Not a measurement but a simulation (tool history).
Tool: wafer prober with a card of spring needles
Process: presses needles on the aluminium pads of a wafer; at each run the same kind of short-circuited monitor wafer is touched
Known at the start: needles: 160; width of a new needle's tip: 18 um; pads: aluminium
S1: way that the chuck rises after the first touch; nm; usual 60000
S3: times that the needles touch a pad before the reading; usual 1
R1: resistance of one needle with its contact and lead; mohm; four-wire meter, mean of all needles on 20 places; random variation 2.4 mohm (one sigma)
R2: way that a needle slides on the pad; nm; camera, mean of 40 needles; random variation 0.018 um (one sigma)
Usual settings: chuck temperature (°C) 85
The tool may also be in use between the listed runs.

run 1 hour=0.0 | S1=60000 chuck_temperature_(°C)=85 S3=1 | R1=283 R2=14880
run 2 hour=10.2 | S1=60000 chuck_temperature_(°C)=85 S3=1 | R1=290 R2=14870
run 3 hour=20.8 | S1=60000 chuck_temperature_(°C)=85 S3=1 | R1=299 R2=14870
run 4 hour=31.2 | S1=60000 chuck_temperature_(°C)=85 S3=1 | R1=302 R2=14880
-- hour=34.7 tips cleaned on abrasive film
run 5 hour=40.2 | S1=60000 chuck_temperature_(°C)=85 S3=1 | R1=288 R2=14870
run 6 hour=47.9 | S1=60000 chuck_temperature_(°C)=85 S3=1 | R1=290 R2=14840
run 7 hour=57.7 | S1=54000 chuck_temperature_(°C)=85 S3=1 | R1=302 R2=13320
run 8 hour=63.6 | S1=60000 chuck_temperature_(°C)=57 S3=1 | R1=294 R2=14820
-- hour=74.3 tips cleaned on abrasive film
run 9 hour=74.6 | S1=60000 chuck_temperature_(°C)=57 S3=1 | R1=272 R2=14810
run 10 hour=82.5 | S1=41000 chuck_temperature_(°C)=85 S3=1 | R1=304 R2=10070
run 11 hour=92.6 | S1=60000 chuck_temperature_(°C)=85 S3=1 | R1=293 R2=14820
run 12 hour=98.6 | S1=60000 chuck_temperature_(°C)=85 S3=1 | R1=298 R2=14830
run 13 hour=110.3 | S1=46000 chuck_temperature_(°C)=85 S3=1 | R1=319 R2=11320
-- hour=113.7 tips cleaned on abrasive film
run 14 hour=119.1 | S1=50000 chuck_temperature_(°C)=85 S3=1 | R1=292 R2=12320
run 15 hour=133.1 | S1=50000 chuck_temperature_(°C)=54 S3=1 | R1=302 R2=12320
run 16 hour=139.2 | S1=50000 chuck_temperature_(°C)=54 S3=1 | R1=304 R2=12310
run 17 hour=151.3 | S1=60000 chuck_temperature_(°C)=85 S3=2 | R1=297 R2=14780
-- hour=152.3 height of the first contact set anew
-- hour=153.5 tips cleaned on abrasive film
run 18 hour=162.2 | S1=56000 chuck_temperature_(°C)=85 S3=2 | R1=285 R2=13700
run 19 hour=175.9 | S1=60000 chuck_temperature_(°C)=85 S3=3 | R1=281 R2=14700
run 20 hour=186.0 | S1=60000 chuck_temperature_(°C)=85 S3=3 | R1=284 R2=14750
-- hour=192.4 tips cleaned on abrasive film
run 21 hour=197.5 | S1=75000 chuck_temperature_(°C)=68 S3=2 | R1=272 R2=18440
-- hour=201.7 height of the first contact set anew, once more
run 22 hour=210.7 | S1=71000 chuck_temperature_(°C)=103 S3=1 | R1=297 R2=17640
run 23 hour=216.6 | S1=71000 chuck_temperature_(°C)=103 S3=1 | R1=299 R2=17680
run 24 hour=227.2 | S1=40000 chuck_temperature_(°C)=111 S3=2 | R1=320 R2=9950

Forecast run 25:
-- hour=232.6 tips cleaned on abrasive film
run 25 hour=234.9 | S1=76000 chuck_temperature_(°C)=41 S3=1 | R1=? R2=?

{"run 25": {"R1": 267, "R2": 18870}}
Without the tool's hidden state the same run would have given R1 263 mohm, R2 18900 nm.
